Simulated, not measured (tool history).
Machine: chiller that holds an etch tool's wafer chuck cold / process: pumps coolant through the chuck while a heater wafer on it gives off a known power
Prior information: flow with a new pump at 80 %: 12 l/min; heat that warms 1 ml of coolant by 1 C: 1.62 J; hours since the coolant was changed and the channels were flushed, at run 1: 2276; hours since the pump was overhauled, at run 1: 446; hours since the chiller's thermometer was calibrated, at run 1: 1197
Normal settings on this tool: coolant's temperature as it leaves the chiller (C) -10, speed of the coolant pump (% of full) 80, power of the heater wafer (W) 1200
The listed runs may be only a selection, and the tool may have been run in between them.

run     day  coolant's temperature as it leaves the chiller (C)  speed of the coolant pump (% of full)  power of the heater wafer (W)  hours since the coolant was changed and the channels were flushed  hours since the pump was overhauled  hours since the chiller's thermometer was calibrated  chuck's temperature once it has settled (C)  how much warmer the coolant comes back (C)
  1       0                                                 -10                                     80                           1200                                                               2276                                  446                                                  1197                                        -1.78                                        3.74
  2   0.579                                                 -10                                     80                           1200                                                               2290                                  460                                                  1211                                        -1.79                                        3.82
  3   1.525                                                 -10                                     80                           1200                                                               2312                                  482                                                  1234                                        -1.75                                        3.76
  4   2.625                                                 -10                                     80                           1763                                                               2339                                  509                                                  1260                                         2.13                                        5.56
  5   3.821                                                 -10                                     80                           1763                                                               2367                                  538                                                  1289                                         2.24                                        5.58
  6   5.129                                                 -10                                     80                           1763                                                               2399                                  569                                                  1320                                         2.33                                        5.57
  7   5.725                                                 -10                                     80                           1763                                                               2413                                  583                                                  1335                                         2.25                                        5.48
  8   6.596                                                 -10                                     80                           1763                                                               2434                                  604                                                  1356                                         2.22                                        5.57
  9   7.208                                                 -10                                     80                           1393                                                               2449                                  619                                                  1370                                        -0.39                                        4.39
 10   7.796                                                  -8                                     80                           1200                                                               2463                                  633                                                  1384                                         0.28                                        3.84
      8.062  -- coolant pump overhauled
 11   9.175                                                  -8                                     83                           1200                                                               2491                                   27                                                  1412                                         0.15                                        3.69
 12  10.388                                                 -10                                     80                           1200                                                               2520                                   56                                                  1442                                        -1.77                                        3.84
 13  10.979                                                 -10                                     80                           1200                                                               2534                                   70                                                  1456                                        -1.73                                        3.84
 14  11.962                                                 -10                                     80                           1200                                                               2558                                   94                                                  1479                                        -1.72                                        3.85
 15  12.529                                                 -10                                     80                           1200                                                               2571                                  107                                                  1493                                        -1.73                                        3.84
 16  13.325                                                 -10                                     80                           1200                                                               2590                                  126                                                  1512                                        -1.76                                        3.84
 17  14.346                                                   0                                     87                           1527                                                               2615                                  151                                                  1537                                        10.17                                        4.53
       14.7  -- coolant pump overhauled, once more
 18  15.858                                                   0                                     87                           1527                                                               2646                                   28                                                  1568                                         9.94                                        4.29
 19  16.521                                                 -10                                     80                            884                                                               2662                                   44                                                  1584                                        -4.12                                        2.72
 20  17.162                                                 -10                                     80                            884                                                               2678                                   59                                                  1599                                        -4.12                                        2.71
 21  18.342                                                 -10                                     80                            884                                                               2706                                   87                                                  1627                                        -4.12                                        2.65
 22  19.588                                                  -3                                     94                           1068                                                               2736                                  117                                                  1657                                         3.52                                        2.78
 23  20.833                                                  -1                                     80                           1200                                                               2766                                  147                                                  1687                                         7.12                                        3.68
 24  21.388                                                  -1                                     80                           1200                                                               2779                                  160                                                  1701                                         7.03                                        3.74
 25  22.054                                                 -19                                     80                           1200                                                               2795                                  177                                                  1717                                       -10.91                                        3.75

Expected results for the next run?
 26  22.738                                                  -6                                     80                            947                                                               2811                                  193                                                  1733                                            ?                                           ?

{"run 26": {"chuck's temperature once it has settled (C)": 0.22, "how much warmer the coolant comes back (C)": 2.91}}
If the tool had no hidden condition, the same run with the same run-to-run variation would have returned chuck's temperature once it has settled (C) 0.21, how much warmer the coolant comes back (C) 2.92.

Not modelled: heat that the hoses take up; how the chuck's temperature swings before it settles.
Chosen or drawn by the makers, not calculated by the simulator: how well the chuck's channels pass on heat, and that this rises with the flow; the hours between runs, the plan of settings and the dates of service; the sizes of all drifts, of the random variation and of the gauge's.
